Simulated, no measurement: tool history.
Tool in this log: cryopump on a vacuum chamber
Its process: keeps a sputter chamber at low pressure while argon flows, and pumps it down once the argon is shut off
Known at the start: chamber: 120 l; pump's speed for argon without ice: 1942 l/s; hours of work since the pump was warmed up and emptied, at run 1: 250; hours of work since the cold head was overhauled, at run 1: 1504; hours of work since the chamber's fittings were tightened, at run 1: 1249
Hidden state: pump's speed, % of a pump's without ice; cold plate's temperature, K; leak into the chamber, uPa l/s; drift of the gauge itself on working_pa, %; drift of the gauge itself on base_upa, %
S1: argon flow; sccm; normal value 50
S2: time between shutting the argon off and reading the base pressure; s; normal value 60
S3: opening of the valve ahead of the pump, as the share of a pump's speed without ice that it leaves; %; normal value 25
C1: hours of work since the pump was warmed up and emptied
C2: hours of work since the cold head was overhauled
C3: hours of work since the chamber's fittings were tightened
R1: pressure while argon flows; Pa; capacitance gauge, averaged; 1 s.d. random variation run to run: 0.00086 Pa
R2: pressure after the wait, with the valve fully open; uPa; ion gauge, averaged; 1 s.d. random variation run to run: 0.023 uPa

run    hour  S1   S2  S3   C1    C2    C3      R1    R2
  1       0  50   60  25  250  1504  1249  0.1812  1.78
       23.6  -- leaking fittings of the chamber tightened, without venting
  2    66.6  65   60  25  290  1544    27  0.2383  0.81
  3   137.1  65   60  25  334  1588    70  0.2416  0.87
  4   206.9  65   60  25  377  1631   114  0.2449  0.92
  5   281.3  65   60  25  423  1677   160   0.247  0.95
  6   344.8  65   60  25  462  1716   199  0.2493  1.04
  7     414  50   60  34  505  1759   242   0.149  1.07
  8   478.5  50   60  34  545  1799   282  0.1502  1.14
      529.6  -- pump warmed up, emptied and cooled again
  9   558.7  50   60  25   18  1846   329   0.176  1.06
 10   617.3  50   60  25   54  1882   365  0.1759  1.04
 11   666.3  31   60  25   85  1913   395  0.1103  1.07
 12   709.7  31   60  25  112  1940   422  0.1111  1.09
 13   789.5  50   60  25  161  1989   472  0.1803  1.16
 14   865.4  50   60  25  208  2036   519  0.1806   1.2
 15   955.7  50   60  25  264  2092   575  0.1845  1.27
 16  1032.6  50   60  25  312  2140   622  0.1852  1.34
 17  1123.8  50  124  25  368  2196   679  0.1896  1.12
 18  1189.2  56  209  58  409  2237   720  0.1034  1.05
 19  1243.4  84   60  17  443  2270   753   0.464  1.53
 20  1301.5  84   60  17  479  2306   789  0.4632  1.53
 21  1362.1  50  151  56  516  2344   827  0.0996  1.29
 22  1431.5  57  220  22  559  2387   870  0.2557  1.35
     1459.5  -- pump warmed up, emptied and cooled again
 23  1480.9  97   60  22   13  2415   897  0.3869  1.43
 24  1538.4  30   60  53   49  2450   933  0.0497  1.49
 25  1616.1  93   60  35   97  2498   981  0.2374  1.53
 26  1707.8  80   71  25  154  2555  1038   0.289  1.51
 27  1795.2  80   71  25  208  2609  1092  0.2916  1.59
 28    1869  80   71  25  254  2655  1138  0.2936  1.66
 29  1935.2  50   33  20  295  2696  1179  0.2302  2.27
 30  1985.7  84  120  43  326  2728  1210  0.1899  1.56
 31  2036.3  51   60  24  358  2759  1242  0.1993  1.95
     2071.7  -- leaking fittings of the chamber tightened, without venting
 32  2116.5  50   88  19  406  2807    28  0.2453  0.67
 33  2165.6  32   29  18  437  2838    58  0.1664  1.48

For some of the steps in R1 from one run to the next: how much would appear even if the tool had no hidden state, given the settings, what came in and random variation, and how much remains for the hidden state plus any gauge scatter that the measured result and the result without hidden state don't share?
Run 8 -> 9: S3 34 -> 25, pump warmed up, emptied and cooled again. R1 +0.0258 Pa: hidden state -0.0207, all else +0.0465.
Run 18 -> 19: S1 56 -> 84, S2 209 -> 60, S3 58 -> 17. R1 +0.3606 Pa: hidden state +0.0121, all else +0.3485.
Run 20 -> 21: S1 84 -> 50, S2 60 -> 151, S3 17 -> 56. R1 -0.3636 Pa: hidden state -0.0113, all else -0.3523.
Run 22 -> 23: S1 57 -> 97, S2 220 -> 60, pump warmed up, emptied and cooled again. R1 +0.1312 Pa: hidden state -0.0255, all else +0.1567.
Run 23 -> 24: S1 97 -> 30, S3 22 -> 53. R1 -0.3372 Pa: hidden state -0.0013, all else -0.3359.

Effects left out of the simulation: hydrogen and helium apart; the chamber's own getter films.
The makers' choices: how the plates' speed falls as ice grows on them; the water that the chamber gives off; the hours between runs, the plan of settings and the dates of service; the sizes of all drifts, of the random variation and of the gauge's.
